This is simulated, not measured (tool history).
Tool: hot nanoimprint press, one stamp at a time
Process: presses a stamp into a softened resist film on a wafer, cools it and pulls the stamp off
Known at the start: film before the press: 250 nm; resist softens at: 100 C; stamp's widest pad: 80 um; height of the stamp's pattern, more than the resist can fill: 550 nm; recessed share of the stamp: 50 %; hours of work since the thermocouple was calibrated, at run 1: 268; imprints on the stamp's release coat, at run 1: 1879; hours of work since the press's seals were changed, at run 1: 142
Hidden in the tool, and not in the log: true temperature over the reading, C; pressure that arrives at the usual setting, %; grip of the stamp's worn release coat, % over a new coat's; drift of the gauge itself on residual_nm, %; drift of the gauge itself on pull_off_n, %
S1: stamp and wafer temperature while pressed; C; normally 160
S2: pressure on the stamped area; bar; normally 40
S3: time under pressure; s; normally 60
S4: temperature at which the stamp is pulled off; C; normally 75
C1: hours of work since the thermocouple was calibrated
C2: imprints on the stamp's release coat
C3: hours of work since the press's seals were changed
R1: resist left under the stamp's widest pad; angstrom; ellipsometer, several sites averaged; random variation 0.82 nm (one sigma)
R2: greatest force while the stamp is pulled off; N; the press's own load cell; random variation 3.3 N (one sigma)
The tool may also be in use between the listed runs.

run   hour   S1    S2  S3  S4   C1    C2   C3    R1   R2
  1      0  160    40  60  75  268  1879  142  1446  216
  2     61  160    40  60  75  316  2037  190  1470  228
  3  111.7  160    40  60  75  356  2169  230  1459  236
  4  141.4  160    40  60  75  380  2246  254  1482  233
  5  185.8  160    40  60  75  415  2360  289  1484  232
       222  -- stamp cleaned and given a new release coat
  6  222.7  155    40  60  75  439     2  313  1850  163
  7  265.3  155  25.3  60  75  473   112  347  2066  164
     296.3  -- plate thermocouple calibrated
  8  324.8  155  25.3  60  75   23   258  392  2004  168
  9  364.9  155  25.3  60  75   54   362  424  1999  172
 10  437.3  155  25.3  60  75  112   550  481  2004  175
 11  496.7  160    40  36  76  159   704  528  1668  173
 12  548.2  161    31  60  75  200   837  569  1523  187
 13  611.4  152    31  33  65  250  1001  619  2294  241

Run 14 comes next. What will it give?
 14  653.6  152  31  33  65  283  1110  653   ?   ?

Run 14 gave R1 2268 angstrom, R2 235 N.
Had the tool carried no hidden state, the very same run would have given R1 2235 angstrom, R2 196 N.
